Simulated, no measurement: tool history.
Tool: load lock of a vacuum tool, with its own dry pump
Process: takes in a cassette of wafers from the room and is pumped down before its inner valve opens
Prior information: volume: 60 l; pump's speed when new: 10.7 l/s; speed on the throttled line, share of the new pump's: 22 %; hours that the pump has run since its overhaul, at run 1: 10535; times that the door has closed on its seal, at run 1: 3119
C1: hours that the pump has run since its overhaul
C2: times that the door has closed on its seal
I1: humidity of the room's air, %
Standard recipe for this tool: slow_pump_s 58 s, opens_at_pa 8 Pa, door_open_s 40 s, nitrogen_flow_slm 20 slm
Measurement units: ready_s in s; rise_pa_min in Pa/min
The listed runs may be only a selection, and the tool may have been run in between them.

run 1 hour=0 | slow_pump_s=58 opens_at_pa=8 door_open_s=40 nitrogen_flow_slm=20 | C1=10535 C2=3119 | I1=42.6 | ready_s=106.6 rise_pa_min=0.015
run 2 hour=172.3 | slow_pump_s=58 opens_at_pa=8 door_open_s=40 nitrogen_flow_slm=20 | C1=10708 C2=3602 | I1=45.3 | ready_s=105.7 rise_pa_min=0.018
run 3 hour=463.8 | slow_pump_s=58 opens_at_pa=8 door_open_s=40 nitrogen_flow_slm=20 | C1=10999 C2=4418 | I1=44.9 | ready_s=105.1 rise_pa_min=0.019
-- hour=532.9 dry pump taken out, an overhauled one fitted
run 4 hour=628.8 | slow_pump_s=58 opens_at_pa=8 door_open_s=40 nitrogen_flow_slm=20 | C1=96 C2=4864 | I1=50.8 | ready_s=99.5 rise_pa_min=0.029
run 5 hour=796.5 | slow_pump_s=83 opens_at_pa=8 door_open_s=40 nitrogen_flow_slm=20 | C1=264 C2=5334 | I1=45 | ready_s=118.8 rise_pa_min=0.019
run 6 hour=1003.7 | slow_pump_s=58 opens_at_pa=8 door_open_s=221 nitrogen_flow_slm=20 | C1=471 C2=5914 | I1=45.2 | ready_s=100.1 rise_pa_min=0.034
run 7 hour=1236.6 | slow_pump_s=58 opens_at_pa=8 door_open_s=40 nitrogen_flow_slm=20 | C1=704 C2=6566 | I1=45.1 | ready_s=101.1 rise_pa_min=0.025
run 8 hour=1452.2 | slow_pump_s=58 opens_at_pa=8 door_open_s=40 nitrogen_flow_slm=5 | C1=919 C2=7171 | I1=45.3 | ready_s=100.5 rise_pa_min=0.036
run 9 hour=1655.5 | slow_pump_s=58 opens_at_pa=8 door_open_s=40 nitrogen_flow_slm=5 | C1=1123 C2=7740 | I1=44.9 | ready_s=100.2 rise_pa_min=0.039
run 10 hour=1828.2 | slow_pump_s=53 opens_at_pa=8 door_open_s=40 nitrogen_flow_slm=20 | C1=1295 C2=8224 | I1=51 | ready_s=96.5 rise_pa_min=0.034
run 11 hour=2088.7 | slow_pump_s=53 opens_at_pa=8 door_open_s=40 nitrogen_flow_slm=20 | C1=1556 C2=8954 | I1=50.3 | ready_s=96.8 rise_pa_min=0.033
run 12 hour=2337.2 | slow_pump_s=53 opens_at_pa=8 door_open_s=40 nitrogen_flow_slm=40 | C1=1804 C2=9650 | I1=41.4 | ready_s=97 rise_pa_min=0.038
run 13 hour=2604.6 | slow_pump_s=53 opens_at_pa=8 door_open_s=40 nitrogen_flow_slm=40 | C1=2072 C2=10399 | I1=41.7 | ready_s=97 rise_pa_min=0.039
run 14 hour=2840.5 | slow_pump_s=53 opens_at_pa=8 door_open_s=40 nitrogen_flow_slm=40 | C1=2308 C2=11060 | I1=42.1 | ready_s=97.3 rise_pa_min=0.041
run 15 hour=2981.8 | slow_pump_s=54 opens_at_pa=8 door_open_s=40 nitrogen_flow_slm=40 | C1=2449 C2=11456 | I1=47.7 | ready_s=98.1 rise_pa_min=0.046
run 16 hour=3222.3 | slow_pump_s=54 opens_at_pa=8 door_open_s=40 nitrogen_flow_slm=40 | C1=2689 C2=12130 | I1=43.4 | ready_s=99.1 rise_pa_min=0.048
run 17 hour=3487.9 | slow_pump_s=46 opens_at_pa=8 door_open_s=40 nitrogen_flow_slm=20 | C1=2955 C2=12874 | I1=48.4 | ready_s=92.1 rise_pa_min=0.051
run 18 hour=3658.1 | slow_pump_s=46 opens_at_pa=8 door_open_s=40 nitrogen_flow_slm=20 | C1=3125 C2=13351 | I1=43.3 | ready_s=92.3 rise_pa_min=0.054
run 19 hour=3923.2 | slow_pump_s=46 opens_at_pa=8 door_open_s=40 nitrogen_flow_slm=20 | C1=3390 C2=14093 | I1=44.7 | ready_s=93.4 rise_pa_min=0.062
run 20 hour=4208.9 | slow_pump_s=58 opens_at_pa=7 door_open_s=40 nitrogen_flow_slm=12 | C1=3676 C2=14894 | I1=48.3 | ready_s=102.3 rise_pa_min=0.065
run 21 hour=4356.3 | slow_pump_s=89 opens_at_pa=11 door_open_s=40 nitrogen_flow_slm=9 | C1=3823 C2=15307 | I1=50 | ready_s=124.4 rise_pa_min=0.072
run 22 hour=4531.2 | slow_pump_s=29 opens_at_pa=8 door_open_s=40 nitrogen_flow_slm=14 | C1=3998 C2=15797 | I1=44.9 | ready_s=79.3 rise_pa_min=0.066
run 23 hour=4771.8 | slow_pump_s=51 opens_at_pa=8 door_open_s=122 nitrogen_flow_slm=14 | C1=4239 C2=16471 | I1=46.1 | ready_s=97 rise_pa_min=0.074
run 24 hour=4897 | slow_pump_s=53 opens_at_pa=8 door_open_s=34 nitrogen_flow_slm=31 | C1=4364 C2=16821 | I1=42.7 | ready_s=98.3 rise_pa_min=0.07
run 25 hour=5119.7 | slow_pump_s=58 opens_at_pa=8 door_open_s=40 nitrogen_flow_slm=7 | C1=4587 C2=17445 | I1=43.4 | ready_s=102.4 rise_pa_min=0.08
run 26 hour=5362.4 | slow_pump_s=58 opens_at_pa=8 door_open_s=40 nitrogen_flow_slm=7 | C1=4829 C2=18125 | I1=41.2 | ready_s=102.6 rise_pa_min=0.088
run 27 hour=5572.6 | slow_pump_s=58 opens_at_pa=8 door_open_s=40 nitrogen_flow_slm=10 | C1=5040 C2=18714 | I1=45.7 | ready_s=102.4 rise_pa_min=0.082
run 28 hour=5748.3 | slow_pump_s=58 opens_at_pa=9 door_open_s=170 nitrogen_flow_slm=20 | C1=5215 C2=19206 | I1=46.8 | ready_s=101.9 rise_pa_min=0.096
run 29 hour=6037.7 | slow_pump_s=48 opens_at_pa=11 door_open_s=75 nitrogen_flow_slm=17 | C1=5505 C2=20017 | I1=44.7 | ready_s=93.1 rise_pa_min=0.093
run 30 hour=6233 | slow_pump_s=58 opens_at_pa=6 door_open_s=41 nitrogen_flow_slm=20 | C1=5700 C2=20564 | I1=46 | ready_s=105.5 rise_pa_min=0.098
run 31 hour=6470.2 | slow_pump_s=58 opens_at_pa=6 door_open_s=41 nitrogen_flow_slm=20 | C1=5937 C2=21229 | I1=44.4 | ready_s=105.8 rise_pa_min=0.099
run 32 hour=6604.5 | slow_pump_s=58 opens_at_pa=8 door_open_s=58 nitrogen_flow_slm=7 | C1=6072 C2=21605 | I1=43.2 | ready_s=103.1 rise_pa_min=0.106
run 33 hour=6793.2 | slow_pump_s=58 opens_at_pa=12 door_open_s=128 nitrogen_flow_slm=5 | C1=6260 C2=22134 | I1=41.9 | ready_s=101.7 rise_pa_min=0.125
run 34 hour=7011.7 | slow_pump_s=58 opens_at_pa=11 door_open_s=40 nitrogen_flow_slm=20 | C1=6479 C2=22746 | I1=47.1 | ready_s=102.1 rise_pa_min=0.11
run 35 hour=7278.3 | slow_pump_s=58 opens_at_pa=11 door_open_s=188 nitrogen_flow_slm=7 | C1=6745 C2=23493 | I1=41.8 | ready_s=101.6 rise_pa_min=0.134
run 36 hour=7478.5 | slow_pump_s=80 opens_at_pa=15 door_open_s=162 nitrogen_flow_slm=7 | C1=6946 C2=24054 | I1=47.1 | ready_s=116.1 rise_pa_min=0.141

Measured minus without-hidden-state, run by run (identical run-to-run variation in each term; gauge scatter may differ):
Hidden state present: pump's speed, % of a new pump's; leak at the door's seal, Pa l/s; drift of the gauge itself on ready_s, %; drift of the gauge itself on rise_pa_min, %.
run=1 ready_s=+7 rise_pa_min=+0.008
run=2 ready_s=+7.2 rise_pa_min=+0.009
run=3 ready_s=+7.3 rise_pa_min=+0.012
run=4 ready_s=+0.8 rise_pa_min=+0.013
run=5 ready_s=+0.8 rise_pa_min=+0.014
run=6 ready_s=+1.1 rise_pa_min=+0.016
run=7 ready_s=+1.2 rise_pa_min=+0.019
run=8 ready_s=+1.3 rise_pa_min=+0.021
run=9 ready_s=+1.4 rise_pa_min=+0.023
run=10 ready_s=+1.6 rise_pa_min=+0.025
run=11 ready_s=+1.7 rise_pa_min=+0.028
run=12 ready_s=+1.9 rise_pa_min=+0.03
run=13 ready_s=+2.1 rise_pa_min=+0.033
run=14 ready_s=+2.2 rise_pa_min=+0.036
run=15 ready_s=+2.3 rise_pa_min=+0.039
run=16 ready_s=+2.4 rise_pa_min=+0.041
run=17 ready_s=+2.9 rise_pa_min=+0.044
run=18 ready_s=+2.9 rise_pa_min=+0.046
run=19 ready_s=+3.2 rise_pa_min=+0.05
run=20 ready_s=+3.1 rise_pa_min=+0.053
run=21 ready_s=+2.5 rise_pa_min=+0.055
run=22 ready_s=+3.6 rise_pa_min=+0.058
run=23 ready_s=+3.5 rise_pa_min=+0.06
run=24 ready_s=+3.5 rise_pa_min=+0.063
run=25 ready_s=+3.6 rise_pa_min=+0.066
run=26 ready_s=+3.8 rise_pa_min=+0.071
run=27 ready_s=+3.9 rise_pa_min=+0.072
run=28 ready_s=+3.8 rise_pa_min=+0.077
run=29 ready_s=+4.2 rise_pa_min=+0.079
run=30 ready_s=+4.6 rise_pa_min=+0.084
run=31 ready_s=+4.7 rise_pa_min=+0.086
run=32 ready_s=+4.7 rise_pa_min=+0.09
run=33 ready_s=+4.5 rise_pa_min=+0.093
run=34 ready_s=+4.5 rise_pa_min=+0.096
run=35 ready_s=+4.7 rise_pa_min=+0.103
run=36 ready_s=+4 rise_pa_min=+0.106
